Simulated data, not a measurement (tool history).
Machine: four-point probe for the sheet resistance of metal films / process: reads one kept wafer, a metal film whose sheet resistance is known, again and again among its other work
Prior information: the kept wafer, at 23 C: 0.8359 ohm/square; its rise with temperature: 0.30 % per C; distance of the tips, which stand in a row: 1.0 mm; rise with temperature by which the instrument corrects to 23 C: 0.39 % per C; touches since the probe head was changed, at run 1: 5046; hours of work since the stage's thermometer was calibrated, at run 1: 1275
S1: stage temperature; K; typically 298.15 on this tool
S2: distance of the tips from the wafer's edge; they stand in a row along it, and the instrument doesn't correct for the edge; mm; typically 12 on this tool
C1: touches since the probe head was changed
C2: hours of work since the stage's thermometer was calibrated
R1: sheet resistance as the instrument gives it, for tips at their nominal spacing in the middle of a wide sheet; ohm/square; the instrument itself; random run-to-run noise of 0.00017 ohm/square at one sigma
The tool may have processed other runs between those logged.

{"run": 1, "hour": 0.0, "S1": 298.15, "S2": 12, "C1": 5046, "C2": 1275, "R1": 0.838034}
{"run": 2, "hour": 15.5, "S1": 298.15, "S2": 6, "C1": 5602, "C2": 1284, "R1": 0.847357}
{"run": 3, "hour": 39.0, "S1": 298.15, "S2": 12, "C1": 6446, "C2": 1297, "R1": 0.837921}
{"run": 4, "hour": 66.0, "S1": 298.15, "S2": 12, "C1": 7415, "C2": 1312, "R1": 0.838001}
{"run": 5, "hour": 88.8, "S1": 298.15, "S2": 12, "C1": 8231, "C2": 1325, "R1": 0.837953}
{"run": 6, "hour": 103.0, "S1": 298.15, "S2": 12, "C1": 8742, "C2": 1333, "R1": 0.837932}
{"run": 7, "hour": 123.0, "S1": 298.15, "S2": 12, "C1": 9458, "C2": 1344, "R1": 0.838193}
{"run": 8, "hour": 145.2, "S1": 298.15, "S2": 4, "C1": 10255, "C2": 1357, "R1": 0.862078}
{"run": 9, "hour": 160.8, "S1": 298.15, "S2": 4, "C1": 10816, "C2": 1366, "R1": 0.862044}
{"hour": 163.5, "done": "stage's thermometer calibrated"}
{"run": 10, "hour": 187.2, "S1": 305.15, "S2": 17, "C1": 11743, "C2": 13, "R1": 0.831019}
{"run": 11, "hour": 214.0, "S1": 296.15, "S2": 72, "C1": 12705, "C2": 29, "R1": 0.835902}
{"run": 12, "hour": 234.6, "S1": 298.15, "S2": 17, "C1": 13444, "C2": 40, "R1": 0.835786}
{"run": 13, "hour": 254.6, "S1": 292.15, "S2": 3, "C1": 14162, "C2": 52, "R1": 0.886472}
{"hour": 261.7, "done": "stage's thermometer calibrated, once more"}
{"run": 14, "hour": 279.0, "S1": 299.15, "S2": 22, "C1": 15021, "C2": 10, "R1": 0.835868}
{"run": 15, "hour": 295.2, "S1": 305.15, "S2": 21, "C1": 15602, "C2": 19, "R1": 0.831894}
{"run": 16, "hour": 322.9, "S1": 304.15, "S2": 28, "C1": 16594, "C2": 35, "R1": 0.831696}
{"run": 17, "hour": 335.5, "S1": 302.15, "S2": 20, "C1": 17048, "C2": 42, "R1": 0.833906}

Consider 3 possible next runs. They are alternatives, not a sequence: every one starts from the tool as it was left by run 17. What does each give?
{"run": "A", "hour": 353.0, "S1": 296.15, "S2": 15, "C1": 17675, "C2": 52, "R1": "?"}
{"run": "B", "hour": 353.0, "S1": 302.15, "S2": 20, "C1": 17675, "C2": 52, "R1": "?"}
{"run": "C", "hour": 353.0, "S1": 296.15, "S2": 6, "C1": 17675, "C2": 52, "R1": "?"}

run=A R1=0.839320
run=B R1=0.834125
run=C R1=0.849454
With the hidden condition removed and each run's random variation left untouched, the same runs would have given:
run=A R1=0.837839
run=B R1=0.832649
run=C R1=0.847956

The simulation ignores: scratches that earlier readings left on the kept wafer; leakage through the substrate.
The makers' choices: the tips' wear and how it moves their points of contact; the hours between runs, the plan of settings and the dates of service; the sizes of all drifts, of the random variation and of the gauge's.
